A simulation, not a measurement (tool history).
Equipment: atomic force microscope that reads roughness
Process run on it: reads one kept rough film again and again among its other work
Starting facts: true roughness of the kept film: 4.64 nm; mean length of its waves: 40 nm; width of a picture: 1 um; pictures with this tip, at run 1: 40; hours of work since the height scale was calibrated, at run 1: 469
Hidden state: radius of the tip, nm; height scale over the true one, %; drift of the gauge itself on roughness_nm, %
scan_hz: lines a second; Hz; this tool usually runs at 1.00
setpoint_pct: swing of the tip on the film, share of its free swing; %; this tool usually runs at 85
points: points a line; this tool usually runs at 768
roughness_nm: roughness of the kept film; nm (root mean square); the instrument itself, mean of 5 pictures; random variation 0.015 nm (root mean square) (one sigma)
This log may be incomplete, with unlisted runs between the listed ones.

run   hour  scan_hz  setpoint_pct  points  pictures with this tip  hours of work since the height scale was calibrated  roughness_nm
  1    0.0     1.00            85     768                      40                                                  469         3.718
  2   22.8     1.00            85     431                      68                                                  487         3.726
  3   34.4     1.00            85     768                      83                                                  496         3.753
  4   48.2     0.63            85     768                     100                                                  507         3.861
  5   63.4     0.63            85     768                     119                                                  519         3.875
  6   86.9     1.00            85     768                     149                                                  538         3.735
  7   97.5     1.00            85     768                     162                                                  546         3.712
  8  116.5     1.00            85     768                     186                                                  561         3.749
     129.2  -- new tip fitted
  9  137.0     2.07            85     768                      10                                                  577         3.349
 10  147.8     2.07            83     768                      24                                                  585         3.418
 11  162.2     1.59            85     768                      42                                                  597         3.503
 12  179.7     1.59            85     768                      64                                                  611         3.505
 13  193.1     1.00            85     768                      81                                                  621         3.703
 14  205.9     1.00            85     768                      97                                                  631         3.734
 15  217.0     1.00            85     768                     111                                                  640         3.730
 16  240.6     1.00            85     768                     140                                                  659         3.720
 17  258.9     1.00            85     768                     163                                                  673         3.743
 18  278.6     1.10            85     768                     188                                                  689         3.684
     289.1  -- new tip fitted
 19  296.4     1.10            85     768                       9                                                  702         3.698
 20  316.4     1.10            85     768                      34                                                  718         3.709
 21  335.7     1.00            85     554                      58                                                  734         3.715
 22  354.2     1.00            57     554                      81                                                  748         4.055
 23  366.6     1.00            57     554                      97                                                  758         4.063
 24  385.5     3.40            85     768                     121                                                  773         2.993
 25  399.8     1.00            85     768                     139                                                  784         3.727
 26  418.6     1.00            63     768                     162                                                  799         4.026
 27  436.8     1.96            85     596                     185                                                  813         3.408
     448.9  -- new tip fitted
 28  450.7     0.78            60     322                       2                                                  824         4.033
 29  472.3     1.00            70     768                      29                                                  841         3.967
 30  487.5     3.95            70     284                      48                                                  853         3.415
 31  509.7     3.95            70     284                      76                                                  871         3.417
 32  529.9     1.00            66     768                     102                                                  887         3.996
 33  545.3     1.00            66     768                     121                                                  899         3.977
 34  555.1     1.00            66     768                     133                                                  907         4.009
 35  569.1     1.73            85     345                     151                                                  918         3.469
 36  593.2     1.73            85     345                     181                                                  937         3.443
     609.0  -- new tip fitted
 37  615.3     2.31            64     331                       8                                                  954         3.832
 38  636.1     1.66            63     726                      34                                                  970         3.936
 39  658.0     1.66            63     726                      62                                                  987         3.939
 40  681.0     1.66            63     726                      91                                                 1006         3.910
 41  697.4     1.66            63     726                     111                                                 1019         3.912
 42  719.5     1.06            70     805                     139                                                 1036         3.936
 43  735.4     1.00            82     768                     159                                                 1049         3.807
 44  750.3     1.11            77     698                     178                                                 1060         3.834
 45  766.4     1.11            77     698                     198                                                 1073         3.824
     769.0  -- new tip fitted
 46  789.5     1.11            77     698                      26                                                 1091         3.842
 47  800.0     1.11            77     467                      39                                                 1099         3.806
 48  809.9     2.39            60     457                      51                                                 1107         3.887
 49  828.1     2.17            83     457                      74                                                 1122         3.382
 50  842.0     2.17            83     457                      92                                                 1133         3.383
 51  853.4     1.00            85     619                     106                                                 1142         3.728
 52  871.5     1.00            85     619                     129                                                 1156         3.753

Consider 3 possible next runs. They are alternatives, not a sequence: every one starts from the tool as it was left by run 52. What does each give?
  A  893.9     3.16            85     768                     157                                                 1174             ?
  B  893.9     1.27            85     830                     157                                                 1174             ?
  C  893.9     0.59            64     905                     157                                                 1174             ?

run  roughness_nm
  A         3.042
  B         3.609
  C         4.060
What these runs would have given with no unlogged condition in the tool:
run  roughness_nm
  A         3.047
  B         3.615
  C         4.066

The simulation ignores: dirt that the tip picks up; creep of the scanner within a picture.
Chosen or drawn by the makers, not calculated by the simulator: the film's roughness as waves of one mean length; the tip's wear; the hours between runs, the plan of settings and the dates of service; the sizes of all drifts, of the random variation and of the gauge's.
